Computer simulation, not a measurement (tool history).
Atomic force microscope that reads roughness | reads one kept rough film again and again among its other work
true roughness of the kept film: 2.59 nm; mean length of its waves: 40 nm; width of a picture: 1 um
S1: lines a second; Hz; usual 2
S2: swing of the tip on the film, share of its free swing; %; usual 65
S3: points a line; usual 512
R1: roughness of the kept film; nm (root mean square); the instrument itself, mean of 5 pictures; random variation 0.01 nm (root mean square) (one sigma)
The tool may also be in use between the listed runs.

Run 1, hour 0: usual settings. Result: R1 2.295 nm (root mean square).
Run 2, hour 21.2: usual settings but S1 0.89 Hz. Result: R1 2.317 nm (root mean square).
Run 3, hour 39: usual settings but S1 0.89 Hz. Result: R1 2.282 nm (root mean square).
Run 4, hour 57.1: usual settings. Result: R1 2.189 nm (root mean square).
Run 5, hour 74.7: usual settings. Result: R1 2.162 nm (root mean square).
At hour 82.8: new tip fitted.
Run 6, hour 90.3: usual settings. Result: R1 2.37 nm (root mean square).
Run 7, hour 106.2: usual settings. Result: R1 2.35 nm (root mean square).
Run 8, hour 119.1: usual settings. Result: R1 2.305 nm (root mean square).
Run 9, hour 139.1: usual settings. Result: R1 2.256 nm (root mean square).
Run 10, hour 156.5: usual settings. Result: R1 2.237 nm (root mean square).
Run 11, hour 167.6: usual settings but S1 1.83 Hz. Result: R1 2.209 nm (root mean square).
Run 12, hour 177.5: usual settings but S1 1.83 Hz. Result: R1 2.209 nm (root mean square).
Run 13, hour 198.8: usual settings but S1 1.83 Hz. Result: R1 2.172 nm (root mean square).
At hour 206.9: new tip fitted.
Run 14, hour 214.6: usual settings but S1 1.83 Hz. Result: R1 2.361 nm (root mean square).
Run 15, hour 236.2: usual settings but S1 1.83 Hz. Result: R1 2.357 nm (root mean square).
Run 16, hour 254.1: usual settings but S1 1.83 Hz. Result: R1 2.298 nm (root mean square).
Run 17, hour 264.3: usual settings but S1 1.83 Hz. Result: R1 2.266 nm (root mean square).
Run 18, hour 288: usual settings but S1 1.55 Hz, S3 501. Result: R1 2.242 nm (root mean square).
Run 19, hour 300.2: usual settings but S1 1.31 Hz, S3 501. Result: R1 2.236 nm (root mean square).
Run 20, hour 312.7: usual settings but S1 0.62 Hz, S2 68 %, S3 261. Result: R1 2.226 nm (root mean square).
Run 21, hour 326.4: usual settings but S1 0.62 Hz, S2 68 %, S3 261. Result: R1 2.203 nm (root mean square).
At hour 331.4: new tip fitted.
Run 22, hour 343.4: usual settings but S1 0.62 Hz, S2 68 %, S3 261. Result: R1 2.419 nm (root mean square).
Run 23, hour 362.6: usual settings but S1 1.77 Hz, S2 66 %. Result: R1 2.326 nm (root mean square).

Forecast each of these 4 alternatives for the next run:
Run A, hour 372.4: usual settings but S1 1.77 Hz, S2 68 %, S3 298. Result: R1 ?.
Run B, hour 372.4: usual settings but S1 2.03 Hz, S3 921. Result: R1 ?.
Run C, hour 372.4: usual settings but S1 0.74 Hz, S2 72 %, S3 961. Result: R1 ?.
Run D, hour 372.4: usual settings but S1 0.77 Hz, S2 84 %, S3 746. Result: R1 ?.

run     R1
  A  2.274
  B   2.28
  C  2.335
  D  2.298
Without the tool's hidden state the same runs would have given:
run     R1
  A   2.36
  B  2.367
  C  2.423
  D  2.386

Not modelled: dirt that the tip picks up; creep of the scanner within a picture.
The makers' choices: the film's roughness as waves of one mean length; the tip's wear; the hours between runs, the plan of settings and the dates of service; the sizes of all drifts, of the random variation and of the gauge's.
